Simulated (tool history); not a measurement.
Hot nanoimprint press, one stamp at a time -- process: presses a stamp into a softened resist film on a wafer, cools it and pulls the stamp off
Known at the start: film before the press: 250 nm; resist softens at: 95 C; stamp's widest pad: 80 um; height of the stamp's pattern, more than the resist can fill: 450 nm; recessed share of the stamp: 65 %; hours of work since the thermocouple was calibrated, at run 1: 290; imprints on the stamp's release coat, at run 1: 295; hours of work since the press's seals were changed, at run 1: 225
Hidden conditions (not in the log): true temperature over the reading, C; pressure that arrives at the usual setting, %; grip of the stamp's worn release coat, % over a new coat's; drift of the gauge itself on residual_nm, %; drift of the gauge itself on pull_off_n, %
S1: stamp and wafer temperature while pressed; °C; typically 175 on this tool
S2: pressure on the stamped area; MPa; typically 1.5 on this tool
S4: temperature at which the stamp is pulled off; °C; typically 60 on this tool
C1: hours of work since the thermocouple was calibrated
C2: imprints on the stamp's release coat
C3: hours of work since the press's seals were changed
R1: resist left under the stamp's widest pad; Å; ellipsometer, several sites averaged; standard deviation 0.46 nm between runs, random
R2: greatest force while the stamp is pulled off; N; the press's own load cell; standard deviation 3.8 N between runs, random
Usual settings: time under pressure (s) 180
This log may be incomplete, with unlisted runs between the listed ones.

run 1 day=0 | S1=175 S2=1.5 time_under_pressure_(s)=180 S4=60 | C1=290 C2=295 C3=225 | R1=1235 R2=183
run 2 day=0.267 | S1=175 S2=1.5 time_under_pressure_(s)=180 S4=60 | C1=293 C2=312 C3=228 | R1=1237 R2=184
run 3 day=0.808 | S1=176 S2=1.5 time_under_pressure_(s)=180 S4=60 | C1=299 C2=348 C3=233 | R1=1192 R2=180
run 4 day=1.075 | S1=175 S2=1.5 time_under_pressure_(s)=180 S4=62 | C1=302 C2=365 C3=236 | R1=1231 R2=174
run 5 day=1.567 | S1=175 S2=1.5 time_under_pressure_(s)=180 S4=60 | C1=307 C2=397 C3=241 | R1=1224 R2=188
run 6 day=1.971 | S1=175 S2=1.5 time_under_pressure_(s)=180 S4=60 | C1=311 C2=423 C3=246 | R1=1232 R2=182
run 7 day=2.433 | S1=175 S2=1.5 time_under_pressure_(s)=180 S4=60 | C1=316 C2=453 C3=251 | R1=1233 R2=182
run 8 day=2.662 | S1=175 S2=1.5 time_under_pressure_(s)=180 S4=60 | C1=319 C2=468 C3=253 | R1=1233 R2=182
run 9 day=3.071 | S1=175 S2=1.5 time_under_pressure_(s)=180 S4=60 | C1=323 C2=495 C3=258 | R1=1226 R2=187
run 10 day=3.638 | S1=175 S2=1.5 time_under_pressure_(s)=180 S4=60 | C1=329 C2=531 C3=263 | R1=1228 R2=181

Estimate the outcome of run 11 from the log above:
run 11 day=3.942 | S1=175 S2=1.5 time_under_pressure_(s)=180 S4=60 | C1=332 C2=551 C3=267 | R1=? R2=?

Logged for run 11: R1 1225 Å, R2 183 N.
Take away the tool's hidden state, keep the run-to-run variation as it was, and the same run would have given R1 1236 Å, R2 182 N.

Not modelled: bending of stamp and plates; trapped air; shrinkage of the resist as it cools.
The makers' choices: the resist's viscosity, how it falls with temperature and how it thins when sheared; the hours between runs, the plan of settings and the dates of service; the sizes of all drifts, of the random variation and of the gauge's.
